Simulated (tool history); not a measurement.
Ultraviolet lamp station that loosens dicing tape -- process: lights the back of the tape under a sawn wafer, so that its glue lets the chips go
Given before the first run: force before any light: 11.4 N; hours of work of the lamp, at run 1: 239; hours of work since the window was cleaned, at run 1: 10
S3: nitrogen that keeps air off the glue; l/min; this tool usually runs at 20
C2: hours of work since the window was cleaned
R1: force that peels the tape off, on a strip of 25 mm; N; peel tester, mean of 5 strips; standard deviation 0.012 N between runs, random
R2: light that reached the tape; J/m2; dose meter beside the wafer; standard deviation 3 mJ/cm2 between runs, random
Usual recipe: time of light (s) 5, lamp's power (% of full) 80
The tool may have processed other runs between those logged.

{"run": 1, "day": 0.0, "time of light (s)": 5, "lamp's power (% of full)": 80, "S3": 20, "hours of work of the lamp": 239, "C2": 10, "R1": 0.664, "R2": 4250}
{"run": 2, "day": 3.162, "time of light (s)": 5, "lamp's power (% of full)": 80, "S3": 20, "hours of work of the lamp": 274, "C2": 45, "R1": 0.686, "R2": 4170}
{"run": 3, "day": 5.45, "time of light (s)": 5, "lamp's power (% of full)": 93, "S3": 20, "hours of work of the lamp": 299, "C2": 70, "R1": 0.481, "R2": 4790}
{"run": 4, "day": 7.833, "time of light (s)": 5, "lamp's power (% of full)": 93, "S3": 20, "hours of work of the lamp": 325, "C2": 96, "R1": 0.503, "R2": 4750}
{"run": 5, "day": 9.708, "time of light (s)": 5, "lamp's power (% of full)": 93, "S3": 20, "hours of work of the lamp": 345, "C2": 116, "R1": 0.513, "R2": 4720}
{"run": 6, "day": 12.612, "time of light (s)": 5, "lamp's power (% of full)": 80, "S3": 20, "hours of work of the lamp": 377, "C2": 148, "R1": 0.769, "R2": 3930}
{"run": 7, "day": 14.388, "time of light (s)": 5, "lamp's power (% of full)": 80, "S3": 20, "hours of work of the lamp": 396, "C2": 168, "R1": 0.763, "R2": 3950}
{"run": 8, "day": 16.358, "time of light (s)": 5, "lamp's power (% of full)": 80, "S3": 20, "hours of work of the lamp": 418, "C2": 189, "R1": 0.809, "R2": 3910}
{"run": 9, "day": 18.158, "time of light (s)": 5, "lamp's power (% of full)": 80, "S3": 20, "hours of work of the lamp": 438, "C2": 209, "R1": 0.841, "R2": 3810}
{"run": 10, "day": 20.442, "time of light (s)": 5, "lamp's power (% of full)": 80, "S3": 20, "hours of work of the lamp": 463, "C2": 234, "R1": 0.862, "R2": 3810}
{"run": 11, "day": 21.762, "time of light (s)": 5, "lamp's power (% of full)": 80, "S3": 20, "hours of work of the lamp": 477, "C2": 248, "R1": 0.861, "R2": 3770}
{"run": 12, "day": 24.992, "time of light (s)": 6, "lamp's power (% of full)": 80, "S3": 20, "hours of work of the lamp": 512, "C2": 284, "R1": 0.585, "R2": 4450}
{"run": 13, "day": 26.738, "time of light (s)": 5, "lamp's power (% of full)": 87, "S3": 20, "hours of work of the lamp": 532, "C2": 303, "R1": 0.754, "R2": 4040}
{"run": 14, "day": 29.471, "time of light (s)": 5, "lamp's power (% of full)": 80, "S3": 9, "hours of work of the lamp": 561, "C2": 333, "R1": 1.568, "R2": 3640}
{"run": 15, "day": 32.058, "time of light (s)": 2, "lamp's power (% of full)": 80, "S3": 20, "hours of work of the lamp": 590, "C2": 361, "R1": 4.179, "R2": 1410}
{"run": 16, "day": 33.412, "time of light (s)": 7, "lamp's power (% of full)": 80, "S3": 20, "hours of work of the lamp": 605, "C2": 376, "R1": 0.439, "R2": 5030}
{"run": 17, "day": 36.642, "time of light (s)": 5, "lamp's power (% of full)": 80, "S3": 20, "hours of work of the lamp": 640, "C2": 411, "R1": 1.031, "R2": 3530}
{"day": 39.788, "done": "window cleaned of glue's vapour"}
{"run": 18, "day": 39.788, "time of light (s)": 5, "lamp's power (% of full)": 80, "S3": 20, "hours of work of the lamp": 674, "C2": 0, "R1": 0.871, "R2": 3710}
{"run": 19, "day": 42.071, "time of light (s)": 5, "lamp's power (% of full)": 80, "S3": 20, "hours of work of the lamp": 699, "C2": 25, "R1": 0.973, "R2": 3730}
{"run": 20, "day": 43.933, "time of light (s)": 8, "lamp's power (% of full)": 80, "S3": 20, "hours of work of the lamp": 719, "C2": 45, "R1": 0.272, "R2": 5920}
{"run": 21, "day": 45.362, "time of light (s)": 3, "lamp's power (% of full)": 72, "S3": 38, "hours of work of the lamp": 735, "C2": 61, "R1": 2.308, "R2": 1960}
{"run": 22, "day": 47.492, "time of light (s)": 5, "lamp's power (% of full)": 81, "S3": 14, "hours of work of the lamp": 758, "C2": 84, "R1": 1.2, "R2": 3660}
{"run": 23, "day": 49.383, "time of light (s)": 4, "lamp's power (% of full)": 88, "S3": 20, "hours of work of the lamp": 779, "C2": 105, "R1": 1.372, "R2": 3140}
{"run": 24, "day": 51.117, "time of light (s)": 3, "lamp's power (% of full)": 92, "S3": 32, "hours of work of the lamp": 798, "C2": 124, "R1": 1.737, "R2": 2450}
{"run": 25, "day": 53.904, "time of light (s)": 5, "lamp's power (% of full)": 98, "S3": 9, "hours of work of the lamp": 828, "C2": 154, "R1": 1.122, "R2": 4240}
{"run": 26, "day": 55.65, "time of light (s)": 5, "lamp's power (% of full)": 93, "S3": 20, "hours of work of the lamp": 848, "C2": 174, "R1": 0.752, "R2": 4020}
{"run": 27, "day": 57.271, "time of light (s)": 6, "lamp's power (% of full)": 93, "S3": 22, "hours of work of the lamp": 865, "C2": 191, "R1": 0.456, "R2": 4800}
{"run": 28, "day": 60.433, "time of light (s)": 5, "lamp's power (% of full)": 94, "S3": 19, "hours of work of the lamp": 900, "C2": 226, "R1": 0.791, "R2": 3900}
{"run": 29, "day": 63.017, "time of light (s)": 5, "lamp's power (% of full)": 63, "S3": 7, "hours of work of the lamp": 928, "C2": 254, "R1": 3.014, "R2": 2630}
{"run": 30, "day": 65.367, "time of light (s)": 7, "lamp's power (% of full)": 94, "S3": 7, "hours of work of the lamp": 954, "C2": 280, "R1": 0.783, "R2": 5400}
{"run": 31, "day": 68.567, "time of light (s)": 4, "lamp's power (% of full)": 78, "S3": 15, "hours of work of the lamp": 989, "C2": 315, "R1": 2.256, "R2": 2500}
{"run": 32, "day": 70.592, "time of light (s)": 3, "lamp's power (% of full)": 62, "S3": 6, "hours of work of the lamp": 1011, "C2": 337, "R1": 5.628, "R2": 1480}
{"run": 33, "day": 72.775, "time of light (s)": 2, "lamp's power (% of full)": 80, "S3": 20, "hours of work of the lamp": 1035, "C2": 361, "R1": 4.845, "R2": 1280}
{"run": 34, "day": 75.929, "time of light (s)": 2, "lamp's power (% of full)": 80, "S3": 8, "hours of work of the lamp": 1069, "C2": 395, "R1": 5.764, "R2": 1210}
{"run": 35, "day": 78.85, "time of light (s)": 9, "lamp's power (% of full)": 72, "S3": 6, "hours of work of the lamp": 1101, "C2": 427, "R1": 1.08, "R2": 4930}
{"day": 80.6, "done": "window cleaned of glue's vapour"}
{"run": 36, "day": 82.125, "time of light (s)": 9, "lamp's power (% of full)": 72, "S3": 6, "hours of work of the lamp": 1137, "C2": 17, "R1": 0.92, "R2": 5350}
{"run": 37, "day": 84.108, "time of light (s)": 5, "lamp's power (% of full)": 92, "S3": 6, "hours of work of the lamp": 1159, "C2": 38, "R1": 1.871, "R2": 3760}
{"run": 38, "day": 85.65, "time of light (s)": 6, "lamp's power (% of full)": 80, "S3": 22, "hours of work of the lamp": 1176, "C2": 55, "R1": 0.8, "R2": 3830}
{"day": 87.15, "done": "lamp changed"}
{"run": 39, "day": 88.879, "time of light (s)": 6, "lamp's power (% of full)": 80, "S3": 22, "hours of work of the lamp": 19, "C2": 90, "R1": 0.352, "R2": 5220}

Selected run-to-run steps in R1, each split into two signed amounts: the part the tool would show with no hidden state at all (from settings, incoming material and random variation), and the remainder, which goes to the hidden state together with any gauge scatter not common to the measured and the hidden-state-free results:
Unlogged tool condition in this case: lamp's light, % of a new lamp's; light that the window lets through, % of a clean one's; drift of the gauge itself on peel_n, %; drift of the gauge itself on dose_mj_cm2, %.
Run 15 -> 16: time of light (s) 2 -> 7. R1 -3.74 N: hidden state -0.767, all else -2.973.
Run 28 -> 29: lamp's power (% of full) 94 -> 63, S3 19 -> 7. R1 +2.223 N: hidden state +0.722, all else +1.501.
Run 31 -> 32: time of light (s) 4 -> 3, lamp's power (% of full) 78 -> 62, S3 15 -> 6. R1 +3.372 N: hidden state +0.432, all else +2.94.
Run 34 -> 35: time of light (s) 2 -> 9, lamp's power (% of full) 80 -> 72, S3 8 -> 6. R1 -4.684 N: hidden state -0.855, all else -3.829.

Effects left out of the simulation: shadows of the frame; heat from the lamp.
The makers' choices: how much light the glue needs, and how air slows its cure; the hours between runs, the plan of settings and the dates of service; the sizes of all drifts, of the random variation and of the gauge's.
